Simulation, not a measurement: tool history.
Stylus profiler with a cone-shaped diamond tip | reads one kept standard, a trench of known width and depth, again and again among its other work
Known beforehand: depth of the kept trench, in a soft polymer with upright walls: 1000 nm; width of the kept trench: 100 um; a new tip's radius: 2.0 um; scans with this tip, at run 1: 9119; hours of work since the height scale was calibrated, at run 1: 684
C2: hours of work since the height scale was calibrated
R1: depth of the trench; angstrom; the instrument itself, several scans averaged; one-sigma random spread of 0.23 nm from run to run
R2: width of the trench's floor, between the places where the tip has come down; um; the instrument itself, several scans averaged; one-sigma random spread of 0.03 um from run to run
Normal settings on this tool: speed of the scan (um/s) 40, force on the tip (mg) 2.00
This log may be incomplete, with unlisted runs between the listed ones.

{"run": 1, "hour": 0.0, "speed of the scan (um/s)": 40, "force on the tip (mg)": 2.0, "scans with this tip": 9119, "C2": 684, "R1": 10138.2, "R2": 96.3}
{"run": 2, "hour": 30.4, "speed of the scan (um/s)": 40, "force on the tip (mg)": 2.0, "scans with this tip": 9362, "C2": 703, "R1": 10140.7, "R2": 96.28}
{"run": 3, "hour": 51.7, "speed of the scan (um/s)": 40, "force on the tip (mg)": 2.0, "scans with this tip": 9533, "C2": 715, "R1": 10138.2, "R2": 96.29}
{"run": 4, "hour": 102.9, "speed of the scan (um/s)": 40, "force on the tip (mg)": 2.0, "scans with this tip": 9943, "C2": 746, "R1": 10136.6, "R2": 96.33}
{"run": 5, "hour": 135.6, "speed of the scan (um/s)": 40, "force on the tip (mg)": 5.84, "scans with this tip": 10204, "C2": 766, "R1": 10282.1, "R2": 96.35}
{"run": 6, "hour": 181.1, "speed of the scan (um/s)": 40, "force on the tip (mg)": 2.0, "scans with this tip": 10569, "C2": 793, "R1": 10136.4, "R2": 96.3}
{"run": 7, "hour": 231.4, "speed of the scan (um/s)": 40, "force on the tip (mg)": 2.0, "scans with this tip": 10972, "C2": 823, "R1": 10138.2, "R2": 96.3}
{"run": 8, "hour": 261.3, "speed of the scan (um/s)": 40, "force on the tip (mg)": 4.21, "scans with this tip": 11211, "C2": 841, "R1": 10227.8, "R2": 96.36}
{"run": 9, "hour": 304.1, "speed of the scan (um/s)": 40, "force on the tip (mg)": 4.21, "scans with this tip": 11554, "C2": 867, "R1": 10226.2, "R2": 96.37}
{"run": 10, "hour": 338.4, "speed of the scan (um/s)": 40, "force on the tip (mg)": 4.21, "scans with this tip": 11828, "C2": 888, "R1": 10221.8, "R2": 96.37}
{"run": 11, "hour": 376.6, "speed of the scan (um/s)": 40, "force on the tip (mg)": 4.21, "scans with this tip": 12134, "C2": 910, "R1": 10225.3, "R2": 96.31}
{"run": 12, "hour": 422.7, "speed of the scan (um/s)": 40, "force on the tip (mg)": 4.21, "scans with this tip": 12503, "C2": 938, "R1": 10227.6, "R2": 96.34}
{"run": 13, "hour": 453.8, "speed of the scan (um/s)": 40, "force on the tip (mg)": 4.21, "scans with this tip": 12752, "C2": 957, "R1": 10227.4, "R2": 96.42}
{"run": 14, "hour": 482.9, "speed of the scan (um/s)": 40, "force on the tip (mg)": 4.21, "scans with this tip": 12985, "C2": 974, "R1": 10226.8, "R2": 96.38}
{"run": 15, "hour": 530.6, "speed of the scan (um/s)": 33, "force on the tip (mg)": 2.65, "scans with this tip": 13367, "C2": 1003, "R1": 10168.3, "R2": 96.37}
{"run": 16, "hour": 560.0, "speed of the scan (um/s)": 125, "force on the tip (mg)": 2.65, "scans with this tip": 13603, "C2": 1021, "R1": 10162.7, "R2": 95.96}
{"run": 17, "hour": 601.1, "speed of the scan (um/s)": 83, "force on the tip (mg)": 1.31, "scans with this tip": 13932, "C2": 1045, "R1": 10101.1, "R2": 96.01}
{"run": 18, "hour": 648.4, "speed of the scan (um/s)": 150, "force on the tip (mg)": 4.38, "scans with this tip": 14310, "C2": 1074, "R1": 10229.6, "R2": 95.91}
{"run": 19, "hour": 697.0, "speed of the scan (um/s)": 44, "force on the tip (mg)": 3.08, "scans with this tip": 14699, "C2": 1103, "R1": 10181.7, "R2": 96.27}
{"run": 20, "hour": 734.4, "speed of the scan (um/s)": 44, "force on the tip (mg)": 3.08, "scans with this tip": 14999, "C2": 1125, "R1": 10187.8, "R2": 96.23}
{"run": 21, "hour": 764.1, "speed of the scan (um/s)": 44, "force on the tip (mg)": 3.98, "scans with this tip": 15237, "C2": 1143, "R1": 10220.8, "R2": 96.35}

Run 22 is up next; what results do you expect?
{"run": 22, "hour": 808.3, "speed of the scan (um/s)": 44, "force on the tip (mg)": 3.98, "scans with this tip": 15591, "C2": 1170, "R1": "?", "R2": "?"}

Run 22 gave R1 10219.8 angstrom, R2 96.32 um.
With no hidden state in the tool, this same run would have given R1 10219.6 angstrom, R2 96.35 um.

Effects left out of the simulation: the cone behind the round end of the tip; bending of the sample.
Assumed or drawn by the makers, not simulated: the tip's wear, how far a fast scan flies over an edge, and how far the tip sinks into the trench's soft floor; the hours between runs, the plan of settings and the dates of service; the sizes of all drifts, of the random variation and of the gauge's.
